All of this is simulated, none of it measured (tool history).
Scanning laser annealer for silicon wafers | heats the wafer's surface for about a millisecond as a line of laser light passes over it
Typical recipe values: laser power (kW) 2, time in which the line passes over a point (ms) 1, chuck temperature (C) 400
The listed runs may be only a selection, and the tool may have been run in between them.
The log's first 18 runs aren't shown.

run,hour,laser power (kW),time in which the line passes over a point (ms),chuck temperature (C),highest temperature of the surface (C)
19,320.9,2,0.76,422,1080
20,334.8,2,0.76,422,1080
21,361.1,2,1.07,422,1187
22,375.2,2,1.07,422,1191
23,399.7,2,1.07,422,1190
24,415.2,2,1.07,422,1187
25,429.1,2,1.07,422,1190
26,444.3,2,1.07,422,1187
27,458.9,1.721,0.99,424,1054
28,483.8,1.773,0.99,435,1084
29,508,1.773,0.99,435,1080
30,523,1.79,1,423,1080
31,538,1.794,1.15,435,1136

Run 32 comes next. What will it give?
32,550.8,1.794,1.15,435,?

highest temperature of the surface (C): 1138
With the hidden condition absent and the run-to-run variation left alone, this run would have shown highest temperature of the surface (C) 1139.
